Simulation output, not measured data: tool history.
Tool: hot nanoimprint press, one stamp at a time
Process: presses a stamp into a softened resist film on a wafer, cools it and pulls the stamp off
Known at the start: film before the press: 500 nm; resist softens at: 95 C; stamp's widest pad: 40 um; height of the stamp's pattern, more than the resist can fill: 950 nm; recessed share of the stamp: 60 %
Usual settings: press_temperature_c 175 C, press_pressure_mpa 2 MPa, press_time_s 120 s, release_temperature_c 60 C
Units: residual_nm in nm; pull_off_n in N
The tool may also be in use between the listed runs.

| run | hour | press_temperature_c | press_pressure_mpa | press_time_s | release_temperature_c | residual_nm | pull_off_n |
|---|---|---|---|---|---|---|---|
| 1 | 0 | 175 | 2 | 120 | 60 | 253.5 | 258 |
|  | 53.5 | plate thermocouple calibrated |
| 2 | 60.8 | 175 | 2 | 120 | 60 | 252.5 | 274 |
|  | 101.8 | stamp cleaned and given a new release coat |
| 3 | 120.5 | 175 | 2.06 | 120 | 60 | 250 | 237 |
| 4 | 168.4 | 175 | 2 | 120 | 60 | 255.2 | 249 |
| 5 | 197.4 | 175 | 2 | 120 | 60 | 255.2 | 268 |
|  | 237.5 | press's hydraulic seals changed and the load cell set to zero |
| 6 | 270.3 | 175 | 2 | 120 | 60 | 253.2 | 274 |
|  | 312.8 | stamp cleaned and given a new release coat |
| 7 | 312.8 | 175 | 2 | 120 | 60 | 252.3 | 238 |
| 8 | 347.3 | 175 | 2 | 120 | 60 | 255.2 | 239 |
| 9 | 406.4 | 175 | 2 | 120 | 60 | 254.9 | 250 |
|  | 421 | plate thermocouple calibrated |
| 10 | 449.4 | 175 | 2 | 120 | 60 | 251.8 | 262 |
|  | 516.3 | stamp cleaned and given a new release coat |
| 11 | 517.7 | 175 | 2 | 120 | 60 | 251.4 | 235 |
| 12 | 579.2 | 175 | 2 | 120 | 60 | 252.9 | 256 |
| 13 | 632.2 | 175 | 2 | 120 | 60 | 253.4 | 270 |
| 14 | 668.8 | 175 | 1.3 | 120 | 60 | 300.9 | 268 |
|  | 719 | stamp cleaned and given a new release coat |
| 15 | 724 | 175 | 1.3 | 120 | 60 | 303.9 | 247 |
| 16 | 770.3 | 175 | 1.83 | 75 | 60 | 305.6 | 244 |
|  | 778.8 | plate thermocouple calibrated |
| 17 | 837.7 | 185 | 1.47 | 75 | 60 | 254.3 | 251 |
| 18 | 870.3 | 185 | 3.2 | 130 | 60 | 140.8 | 266 |
|  | 922.1 | stamp cleaned and given a new release coat |
| 19 | 942.8 | 185 | 3.2 | 130 | 60 | 141.6 | 237 |
| 20 | 972.5 | 185 | 1.95 | 76 | 60 | 224.6 | 243 |
| 21 | 1005.3 | 185 | 1.95 | 76 | 60 | 223.9 | 255 |
| 22 | 1071.6 | 185 | 1.43 | 136 | 62 | 210.7 | 259 |
| 23 | 1108 | 175 | 2 | 120 | 51 | 254.1 | 340 |
|  | 1123.3 | stamp cleaned and given a new release coat |
|  | 1135.7 | plate thermocouple calibrated |
| 24 | 1172.3 | 180 | 2 | 122 | 60 | 212.6 | 239 |
| 25 | 1208.1 | 187 | 2.9 | 120 | 60 | 143.8 | 252 |
| 26 | 1270.2 | 175 | 1.76 | 120 | 47 | 263.8 | 351 |
| 27 | 1310.1 | 175 | 2 | 205 | 60 | 206.5 | 275 |
|  | 1326.3 | stamp cleaned and given a new release coat |
| 28 | 1348.3 | 175 | 2 | 205 | 60 | 206.1 | 237 |
| 29 | 1383.1 | 175 | 2 | 205 | 60 | 207.5 | 246 |

The same runs without the tool's hidden state, with the same run-to-run variation:
The hidden state here: true temperature over the reading, C; pressure that arrives at the usual setting, %; grip of the stamp's worn release coat, % over a new coat's; drift of the gauge itself on residual_nm, %; drift of the gauge itself on pull_off_n, %.
| run | residual_nm | pull_off_n |
|---|---|---|
| 1 | 248.5 | 230 |
| 2 | 248.6 | 231 |
| 3 | 245.4 | 231 |
| 4 | 250.1 | 230 |
| 5 | 249.8 | 240 |
| 6 | 249.9 | 230 |
| 7 | 248.5 | 236 |
| 8 | 251 | 227 |
| 9 | 250.1 | 223 |
| 10 | 250.1 | 227 |
| 11 | 249.1 | 233 |
| 12 | 249.9 | 237 |
| 13 | 249.8 | 238 |
| 14 | 297 | 227 |
| 15 | 299.5 | 243 |
| 16 | 300.4 | 228 |
| 17 | 253.3 | 222 |
| 18 | 139.3 | 228 |
| 19 | 139.6 | 231 |
| 20 | 222.2 | 230 |
| 21 | 221.2 | 233 |
| 22 | 207.8 | 220 |
| 23 | 249.8 | 279 |
| 24 | 212.4 | 229 |
| 25 | 142.8 | 233 |
| 26 | 262.9 | 303 |
| 27 | 205.1 | 228 |
| 28 | 204.4 | 231 |
| 29 | 205.4 | 232 |

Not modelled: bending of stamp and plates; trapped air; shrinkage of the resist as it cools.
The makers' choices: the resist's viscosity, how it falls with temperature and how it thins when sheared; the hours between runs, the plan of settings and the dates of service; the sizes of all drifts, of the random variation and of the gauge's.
